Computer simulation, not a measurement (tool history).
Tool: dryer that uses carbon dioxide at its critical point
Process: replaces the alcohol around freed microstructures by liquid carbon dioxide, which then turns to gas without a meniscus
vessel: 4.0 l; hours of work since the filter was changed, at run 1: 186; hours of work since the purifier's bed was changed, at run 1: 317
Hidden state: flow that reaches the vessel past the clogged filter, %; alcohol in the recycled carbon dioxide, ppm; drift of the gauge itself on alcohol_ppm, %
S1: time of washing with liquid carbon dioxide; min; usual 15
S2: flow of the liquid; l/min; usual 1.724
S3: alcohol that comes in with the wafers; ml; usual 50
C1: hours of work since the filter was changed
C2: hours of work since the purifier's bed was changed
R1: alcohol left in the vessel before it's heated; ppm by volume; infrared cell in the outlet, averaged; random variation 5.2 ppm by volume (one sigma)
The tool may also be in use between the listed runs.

Run 1, hour 0: usual settings; C1 186; C2 317. Result: R1 264 ppm by volume.
Run 2, hour 22.9: usual settings; C1 197; C2 327. Result: R1 276 ppm by volume.
Run 3, hour 44.2: usual settings; C1 206; C2 337. Result: R1 274 ppm by volume.
Run 4, hour 59.3: usual settings; C1 213; C2 344. Result: R1 287 ppm by volume.
Run 5, hour 79.4: usual settings; C1 222; C2 352. Result: R1 277 ppm by volume.
Run 6, hour 103.5: usual settings; C1 232; C2 363. Result: R1 304 ppm by volume.
Run 7, hour 115.9: usual settings; C1 238; C2 369. Result: R1 303 ppm by volume.
Run 8, hour 130.6: usual settings; C1 244; C2 375. Result: R1 303 ppm by volume.
Run 9, hour 152: usual settings; C1 254; C2 385. Result: R1 316 ppm by volume.
At hour 159.3: inlet filter changed.
Run 10, hour 174.6: usual settings; C1 7; C2 394. Result: R1 254 ppm by volume.
Run 11, hour 195.5: usual settings; C1 16; C2 403. Result: R1 268 ppm by volume.
Run 12, hour 210.9: usual settings but S1 9 min; C1 23; C2 410. Result: R1 851 ppm by volume.
Run 13, hour 228.6: usual settings but S1 9 min; C1 31; C2 418. Result: R1 842 ppm by volume.
Run 14, hour 246.9: usual settings; C1 39; C2 426. Result: R1 275 ppm by volume.
Run 15, hour 267.5: usual settings but S1 19 min, S3 72 ml; C1 48; C2 435. Result: R1 224 ppm by volume.
Run 16, hour 288.4: usual settings but S1 19 min, S2 1.13 l/min, S3 72 ml; C1 57; C2 445. Result: R1 511 ppm by volume.
Run 17, hour 309.3: usual settings but S1 10 min, S2 2.69 l/min, S3 72 ml; C1 67; C2 454. Result: R1 324 ppm by volume.
Run 18, hour 325.1: usual settings but S2 2.03 l/min, S3 49 ml; C1 74; C2 461. Result: R1 236 ppm by volume.
Run 19, hour 335.7: usual settings but S1 21 min; C1 78; C2 466. Result: R1 213 ppm by volume.
Run 20, hour 346.4: usual settings but S1 21 min; C1 83; C2 470. Result: R1 216 ppm by volume.
Run 21, hour 357.4: usual settings but S1 21 min; C1 88; C2 475. Result: R1 227 ppm by volume.
Run 22, hour 375.6: usual settings but S1 21 min; C1 96; C2 483. Result: R1 218 ppm by volume.
Run 23, hour 388.9: usual settings but S2 2.29 l/min, S3 29 ml; C1 102; C2 489. Result: R1 221 ppm by volume.
Run 24, hour 412.2: usual settings but S2 2.29 l/min, S3 29 ml; C1 112; C2 499. Result: R1 225 ppm by volume.
Run 25, hour 436.2: usual settings but S1 12 min, S2 1.48 l/min, S3 53 ml; C1 123; C2 510. Result: R1 745 ppm by volume.

Forecast run 26:
Run 26, hour 449.8: usual settings but S1 21 min, S2 1.37 l/min, S3 96 ml; C1 129; C2 516. Result: R1 ?.

Run 26 gave R1 337 ppm by volume.
Without the tool's hidden state the same run would have given R1 96 ppm by volume.

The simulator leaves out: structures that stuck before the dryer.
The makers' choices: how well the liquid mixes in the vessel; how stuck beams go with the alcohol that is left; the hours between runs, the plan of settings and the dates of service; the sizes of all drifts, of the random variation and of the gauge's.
